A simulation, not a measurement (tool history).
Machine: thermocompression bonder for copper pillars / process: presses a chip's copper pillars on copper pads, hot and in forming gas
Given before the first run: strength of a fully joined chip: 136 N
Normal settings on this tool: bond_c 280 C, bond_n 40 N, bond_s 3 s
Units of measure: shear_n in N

Run 1, day 0.000: usual settings. Result: shear_n 79.8 N.
Run 2, day 0.646: usual settings. Result: shear_n 77.7 N.
Run 3, day 0.938: usual settings. Result: shear_n 75.6 N.
Run 4, day 1.329: usual settings. Result: shear_n 77.6 N.
Run 5, day 1.792: usual settings. Result: shear_n 77.8 N.
Run 6, day 2.217: usual settings. Result: shear_n 76.7 N.
Run 7, day 2.554: usual settings. Result: shear_n 77.6 N.
Run 8, day 2.992: usual settings. Result: shear_n 76.9 N.
Run 9, day 3.275: usual settings but bond_n 26 N. Result: shear_n 53.6 N.
Run 10, day 3.800: usual settings but bond_n 26 N, bond_s 2 s. Result: shear_n 45.9 N.
Run 11, day 4.100: usual settings but bond_n 35 N. Result: shear_n 70.0 N.
Run 12, day 4.392: usual settings but bond_n 35 N. Result: shear_n 67.9 N.
Run 13, day 4.896: usual settings but bond_n 42 N, bond_s 2 s. Result: shear_n 70.9 N.
Run 14, day 5.188: usual settings but bond_n 42 N, bond_s 2 s. Result: shear_n 69.3 N.
Run 15, day 5.671: usual settings but bond_n 48 N. Result: shear_n 86.8 N.
Run 16, day 6.088: usual settings but bond_n 48 N. Result: shear_n 86.5 N.
Run 17, day 6.475: usual settings but bond_c 251 C, bond_n 31 N. Result: shear_n 46.2 N.
Run 18, day 6.783: usual settings but bond_c 292 C, bond_n 36 N, bond_s 2 s. Result: shear_n 68.4 N.

The next listed run, before its measurement:
Run 19, day 7.300: usual settings but bond_c 292 C, bond_n 36 N, bond_s 2 s. Result: shear_n ?.

shear_n: 66.8 N
With the hidden condition absent and the run-to-run variation left alone, this run would have shown shear_n 68.9 N.
